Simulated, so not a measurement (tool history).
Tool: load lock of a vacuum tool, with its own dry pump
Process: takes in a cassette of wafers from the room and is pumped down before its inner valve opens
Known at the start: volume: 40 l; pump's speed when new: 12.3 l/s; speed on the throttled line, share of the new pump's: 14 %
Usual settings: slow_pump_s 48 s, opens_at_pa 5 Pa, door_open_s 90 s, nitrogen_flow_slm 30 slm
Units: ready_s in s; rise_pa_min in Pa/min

run,day,slow_pump_s,opens_at_pa,door_open_s,nitrogen_flow_slm,"incoming humidity of the room's air, %",ready_s,rise_pa_min
1,0.000,48,5,90,30,46.0,75.5,0.048
2,2.871,36,5,90,30,49.3,64.5,0.046
3,6.558,30,5,90,30,44.7,61.0,0.047
4,10.996,48,5,39,30,44.7,76.7,0.045
5,15.167,48,5,39,30,45.1,76.6,0.048
6,20.142,48,5,90,11,45.7,76.7,0.068
7,24.462,48,5,90,30,46.3,77.0,0.070
8,28.875,48,5,90,30,42.5,75.9,0.057
9,30.917,48,5,90,30,41.2,75.7,0.062
10,34.221,92,8,108,6,48.0,112.6,0.088
11,36.279,75,8,108,39,42.7,98.5,0.065
12,40.533,75,9,108,39,44.8,97.1,0.078
13,44.142,48,5,226,27,42.8,76.4,0.092
14,47.012,80,5,226,12,45.5,103.4,0.111
15,50.654,32,5,226,40,47.1,64.1,0.089
16,53.867,81,7,40,11,43.8,103.5,0.082
17,56.562,81,7,40,11,44.3,102.4,0.085
18,61.588,43,5,36,30,43.6,72.3,0.083

Forecast each of these 3 alternatives for the next run:
A,65.308,43,6,36,8,48.5,?,?
B,65.308,64,5,36,10,44.3,?,?
C,65.308,69,7,87,30,41.6,?,?

run,ready_s,rise_pa_min
A,72.2,0.093
B,91.8,0.092
C,92.3,0.091
Without the tool's hidden state the same runs would have given:
run,ready_s,rise_pa_min
A,69.0,0.021
B,88.9,0.019
C,89.7,0.018
